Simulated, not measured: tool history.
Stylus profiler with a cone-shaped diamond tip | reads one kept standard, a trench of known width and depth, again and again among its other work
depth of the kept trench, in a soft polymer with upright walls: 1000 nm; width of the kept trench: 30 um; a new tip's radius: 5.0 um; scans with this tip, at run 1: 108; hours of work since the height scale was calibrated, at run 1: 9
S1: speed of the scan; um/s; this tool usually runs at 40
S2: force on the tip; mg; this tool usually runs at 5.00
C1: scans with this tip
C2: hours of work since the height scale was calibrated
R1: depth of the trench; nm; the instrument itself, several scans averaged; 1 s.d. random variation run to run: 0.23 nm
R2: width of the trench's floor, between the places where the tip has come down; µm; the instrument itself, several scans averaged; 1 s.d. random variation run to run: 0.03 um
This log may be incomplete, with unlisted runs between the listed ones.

Run 1, hour 0.0: usual settings; C1 108; C2 9. Result: R1 1024.79 nm, R2 23.79 µm.
Run 2, hour 12.1: usual settings but S1 38 um/s; C1 195; C2 16. Result: R1 1024.61 nm, R2 23.68 µm.
Run 3, hour 26.9: usual settings; C1 303; C2 25. Result: R1 1024.59 nm, R2 23.65 µm.
Run 4, hour 46.2: usual settings; C1 442; C2 37. Result: R1 1024.51 nm, R2 23.65 µm.
Run 5, hour 60.8: usual settings; C1 548; C2 46. Result: R1 1024.40 nm, R2 23.63 µm.
Run 6, hour 74.6: usual settings; C1 648; C2 54. Result: R1 1024.39 nm, R2 23.59 µm.
Run 7, hour 85.4: usual settings; C1 726; C2 61. Result: R1 1024.53 nm, R2 23.60 µm.
Run 8, hour 102.8: usual settings; C1 853; C2 72. Result: R1 1024.40 nm, R2 23.51 µm.
Run 9, hour 117.0: usual settings; C1 956; C2 80. Result: R1 1024.46 nm, R2 23.47 µm.
Run 10, hour 134.6: usual settings; C1 1083; C2 91. Result: R1 1024.21 nm, R2 23.42 µm.
Run 11, hour 144.0: usual settings; C1 1152; C2 97. Result: R1 1023.98 nm, R2 23.43 µm.
Run 12, hour 152.6: usual settings; C1 1213; C2 102. Result: R1 1024.27 nm, R2 23.41 µm.
Run 13, hour 167.6: usual settings; C1 1323; C2 111. Result: R1 1024.23 nm, R2 23.37 µm.
Run 14, hour 182.6: usual settings; C1 1431; C2 120. Result: R1 1024.16 nm, R2 23.29 µm.
Run 15, hour 196.6: usual settings but S1 27 um/s; C1 1533; C2 129. Result: R1 1024.06 nm, R2 23.37 µm.
Run 16, hour 207.4: usual settings; C1 1611; C2 135. Result: R1 1023.98 nm, R2 23.25 µm.
Run 17, hour 222.6: usual settings; C1 1721; C2 144. Result: R1 1023.87 nm, R2 23.23 µm.
Run 18, hour 236.6: usual settings but S1 18 um/s; C1 1823; C2 153. Result: R1 1023.84 nm, R2 23.24 µm.
Run 19, hour 252.2: usual settings; C1 1936; C2 162. Result: R1 1023.92 nm, R2 23.14 µm.
Run 20, hour 267.1: usual settings; C1 2044; C2 172. Result: R1 1023.98 nm, R2 23.09 µm.
Run 21, hour 284.6: usual settings but S2 11.90 mg; C1 2171; C2 182. Result: R1 1043.16 nm, R2 23.15 µm.
Run 22, hour 294.1: usual settings but S2 11.90 mg; C1 2240; C2 188. Result: R1 1043.21 nm, R2 23.06 µm.
Run 23, hour 313.0: usual settings; C1 2376; C2 199. Result: R1 1023.57 nm, R2 23.01 µm.
Run 24, hour 326.9: usual settings; C1 2477; C2 208. Result: R1 1023.44 nm, R2 23.00 µm.
Run 25, hour 344.6: usual settings; C1 2606; C2 219. Result: R1 1023.52 nm, R2 22.89 µm.
Run 26, hour 357.5: usual settings; C1 2700; C2 227. Result: R1 1023.27 nm, R2 22.87 µm.
Run 27, hour 375.7: usual settings but S2 11.25 mg; C1 2831; C2 238. Result: R1 1040.92 nm, R2 22.89 µm.
Run 28, hour 390.8: usual settings but S2 11.25 mg; C1 2941; C2 247. Result: R1 1040.69 nm, R2 22.87 µm.
Run 29, hour 407.9: usual settings but S2 11.25 mg; C1 3065; C2 257. Result: R1 1040.87 nm, R2 22.85 µm.
Run 30, hour 421.0: usual settings but S1 92 um/s, S2 2.18 mg; C1 3160; C2 265. Result: R1 1012.84 nm, R2 22.37 µm.
Run 31, hour 439.5: usual settings but S1 92 um/s, S2 7.99 mg; C1 3294; C2 276. Result: R1 1032.54 nm, R2 22.55 µm.
Run 32, hour 453.1: usual settings but S1 19 um/s, S2 1.92 mg; C1 3392; C2 285. Result: R1 1011.44 nm, R2 22.70 µm.
Run 33, hour 465.7: usual settings but S1 15 um/s, S2 2.27 mg; C1 3484; C2 292. Result: R1 1013.18 nm, R2 22.71 µm.
Run 34, hour 475.6: usual settings but S1 15 um/s, S2 2.27 mg; C1 3555; C2 298. Result: R1 1013.56 nm, R2 22.67 µm.
Run 35, hour 493.7: usual settings but S1 41 um/s, S2 1.80 mg; C1 3686; C2 309. Result: R1 1011.28 nm, R2 22.49 µm.
Run 36, hour 511.7: usual settings but S1 41 um/s, S2 1.80 mg; C1 3817; C2 320. Result: R1 1010.92 nm, R2 22.42 µm.
Run 37, hour 522.5: usual settings but S2 9.93 mg; C1 3895; C2 327. Result: R1 1037.20 nm, R2 22.59 µm.
Run 38, hour 540.7: usual settings but S2 9.93 mg; C1 4028; C2 338. Result: R1 1037.15 nm, R2 22.53 µm.
Run 39, hour 554.2: usual settings but S2 9.93 mg; C1 4125; C2 346. Result: R1 1036.94 nm, R2 22.49 µm.
Run 40, hour 563.1: usual settings but S2 9.93 mg; C1 4190; C2 352. Result: R1 1036.66 nm, R2 22.46 µm.
Run 41, hour 575.2: usual settings but S1 148 um/s, S2 9.27 mg; C1 4278; C2 359. Result: R1 1034.72 nm, R2 22.19 µm.
Run 42, hour 591.1: usual settings but S1 11 um/s, S2 6.73 mg; C1 4393; C2 369. Result: R1 1028.40 nm, R2 22.50 µm.
Run 43, hour 601.8: usual settings but S1 11 um/s, S2 6.73 mg; C1 4470; C2 375. Result: R1 1027.90 nm, R2 22.48 µm.
Run 44, hour 615.5: usual settings but S1 69 um/s, S2 12.66 mg; C1 4569; C2 383. Result: R1 1043.77 nm, R2 22.35 µm.
Run 45, hour 634.1: usual settings but S1 26 um/s; C1 4704; C2 395. Result: R1 1022.77 nm, R2 22.26 µm.
Run 46, hour 643.4: usual settings but S1 26 um/s; C1 4772; C2 400. Result: R1 1022.77 nm, R2 22.36 µm.

4 options for the next run, each taken on its own from the tool as it stands now. Forecast them:
Run A, hour 660.3: usual settings but S1 13 um/s; C1 4894; C2 411. Result: R1 ?, R2 ?.
Run B, hour 660.3: usual settings but S1 91 um/s, S2 8.75 mg; C1 4894; C2 411. Result: R1 ?, R2 ?.
Run C, hour 660.3: usual settings but S1 29 um/s, S2 11.49 mg; C1 4894; C2 411. Result: R1 ?, R2 ?.
Run D, hour 660.3: usual settings but S1 104 um/s, S2 3.34 mg; C1 4894; C2 411. Result: R1 ?, R2 ?.

run       R1     R2
  A  1022.21  22.28
  B  1033.67  22.18
  C  1040.94  22.29
  D  1017.06  21.89
Take away the tool's hidden state, keep each run's random variation, and the runs would have read:
run       R1     R2
  A  1024.01  23.91
  B  1035.49  23.81
  C  1042.78  23.92
  D  1018.85  23.52

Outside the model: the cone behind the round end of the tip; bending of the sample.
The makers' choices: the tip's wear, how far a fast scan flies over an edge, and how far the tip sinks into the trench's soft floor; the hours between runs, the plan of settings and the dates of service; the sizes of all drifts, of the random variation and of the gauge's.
